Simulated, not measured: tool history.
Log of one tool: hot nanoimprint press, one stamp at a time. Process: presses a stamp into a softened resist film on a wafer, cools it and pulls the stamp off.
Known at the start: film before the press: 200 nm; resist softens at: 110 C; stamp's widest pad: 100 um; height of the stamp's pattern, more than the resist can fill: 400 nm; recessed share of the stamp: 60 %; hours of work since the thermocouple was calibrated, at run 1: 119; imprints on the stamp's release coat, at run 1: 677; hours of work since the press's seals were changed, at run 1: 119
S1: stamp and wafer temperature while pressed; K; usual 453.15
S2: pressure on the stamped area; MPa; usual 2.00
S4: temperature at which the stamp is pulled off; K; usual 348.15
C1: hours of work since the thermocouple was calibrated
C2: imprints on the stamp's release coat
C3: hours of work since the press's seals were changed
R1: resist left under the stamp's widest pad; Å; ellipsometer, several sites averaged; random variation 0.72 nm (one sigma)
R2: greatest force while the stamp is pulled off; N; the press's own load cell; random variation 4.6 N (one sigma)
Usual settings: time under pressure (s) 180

Run 1, day 0.000: usual settings; C1 119; C2 677; C3 119. Result: R1 864 Å, R2 231 N.
Run 2, day 0.446: usual settings but S1 454.15 K; C1 123; C2 706; C3 123. Result: R1 835 Å, R2 227 N.
Run 3, day 0.642: usual settings; C1 125; C2 719; C3 125. Result: R1 889 Å, R2 231 N.
Run 4, day 1.108: usual settings; C1 130; C2 748; C3 130. Result: R1 882 Å, R2 230 N.
Run 5, day 1.567: usual settings; C1 135; C2 778; C3 135. Result: R1 878 Å, R2 226 N.
Run 6, day 1.996: usual settings; C1 139; C2 806; C3 139. Result: R1 887 Å, R2 235 N.
Run 7, day 2.396: usual settings; C1 144; C2 831; C3 144. Result: R1 873 Å, R2 225 N.
Run 8, day 2.729: usual settings; C1 147; C2 853; C3 147. Result: R1 881 Å, R2 224 N.
Run 9, day 3.038: usual settings but S1 452.15 K; C1 150; C2 873; C3 150. Result: R1 911 Å, R2 226 N.
Run 10, day 3.421: usual settings but S1 452.15 K; C1 154; C2 897; C3 154. Result: R1 913 Å, R2 224 N.
Run 11, day 3.800: usual settings but time under pressure (s) 90; C1 158; C2 922; C3 158. Result: R1 1106 Å, R2 224 N.
Run 12, day 3.992: usual settings; C1 160; C2 934; C3 160. Result: R1 892 Å, R2 228 N.
Run 13, day 4.425: usual settings; C1 165; C2 962; C3 165. Result: R1 889 Å, R2 227 N.
Run 14, day 4.808: usual settings; C1 169; C2 986; C3 169. Result: R1 887 Å, R2 225 N.
Run 15, day 5.129: usual settings; C1 172; C2 1007; C3 172. Result: R1 870 Å, R2 234 N.
Run 16, day 5.362: usual settings but S1 443.15 K, S2 1.45 MPa, time under pressure (s) 192, S4 356.15 K; C1 174; C2 1022; C3 174. Result: R1 1466 Å, R2 207 N.
Run 17, day 5.683: usual settings but S1 443.15 K, S2 1.45 MPa, time under pressure (s) 192, S4 356.15 K; C1 178; C2 1042; C3 178. Result: R1 1437 Å, R2 211 N.
Run 18, day 6.017: usual settings but S1 456.15 K, time under pressure (s) 95, S4 339.15 K; C1 181; C2 1064; C3 181. Result: R1 970 Å, R2 252 N.
Run 19, day 6.325: usual settings but S1 456.15 K, time under pressure (s) 95, S4 354.15 K; C1 184; C2 1084; C3 184. Result: R1 980 Å, R2 214 N.
Run 20, day 6.629: usual settings but S1 456.15 K, time under pressure (s) 95, S4 354.15 K; C1 188; C2 1103; C3 188. Result: R1 968 Å, R2 214 N.
Run 21, day 7.067: usual settings but S1 456.15 K, time under pressure (s) 95, S4 354.15 K; C1 192; C2 1131; C3 192. Result: R1 973 Å, R2 220 N.
Run 22, day 7.358: usual settings but S2 1.61 MPa, time under pressure (s) 289, S4 338.15 K; C1 195; C2 1150; C3 195. Result: R1 834 Å, R2 251 N.
Run 23, day 7.650: usual settings but S2 1.68 MPa; C1 198; C2 1169; C3 198. Result: R1 972 Å, R2 245 N.
Run 24, day 8.117: usual settings but S2 2.36 MPa, time under pressure (s) 137, S4 351.15 K; C1 203; C2 1199; C3 203. Result: R1 886 Å, R2 225 N.
Run 25, day 8.533: usual settings but S2 2.36 MPa, time under pressure (s) 284, S4 347.15 K; C1 208; C2 1226; C3 208. Result: R1 679 Å, R2 232 N.
Run 26, day 8.925: usual settings but S2 2.36 MPa, time under pressure (s) 344, S4 347.15 K; C1 212; C2 1251; C3 212. Result: R1 634 Å, R2 229 N.
Run 27, day 9.325: usual settings but S1 450.15 K, time under pressure (s) 105; C1 216; C2 1277; C3 216. Result: R1 1158 Å, R2 229 N.
Run 28, day 9.621: usual settings but S4 338.15 K; C1 219; C2 1296; C3 219. Result: R1 887 Å, R2 239 N.
Run 29, day 9.958: usual settings but S2 2.10 MPa, time under pressure (s) 282, S4 346.15 K; C1 222; C2 1317; C3 222. Result: R1 739 Å, R2 230 N.

Forecast each of these 4 alternatives for the next run:
Run A, day 10.204: usual settings but S1 442.15 K; C1 225; C2 1333; C3 225. Result: R1 ?, R2 ?.
Run B, day 10.204: usual settings but S1 464.15 K, S2 2.10 MPa, time under pressure (s) 282, S4 353.15 K; C1 225; C2 1333; C3 225. Result: R1 ?, R2 ?.
Run C, day 10.204: usual settings but S1 452.15 K; C1 225; C2 1333; C3 225. Result: R1 ?, R2 ?.
Run D, day 10.204: usual settings but S1 452.15 K, S2 2.47 MPa, time under pressure (s) 251; C1 225; C2 1333; C3 225. Result: R1 ?, R2 ?.

run    R1   R2
  A  1371  227
  B   475  224
  C   928  224
  D   733  227
Without the tool's hidden state the same runs would have given:
run    R1   R2
  A  1368  224
  B   474  222
  C   927  222
  D   732  225
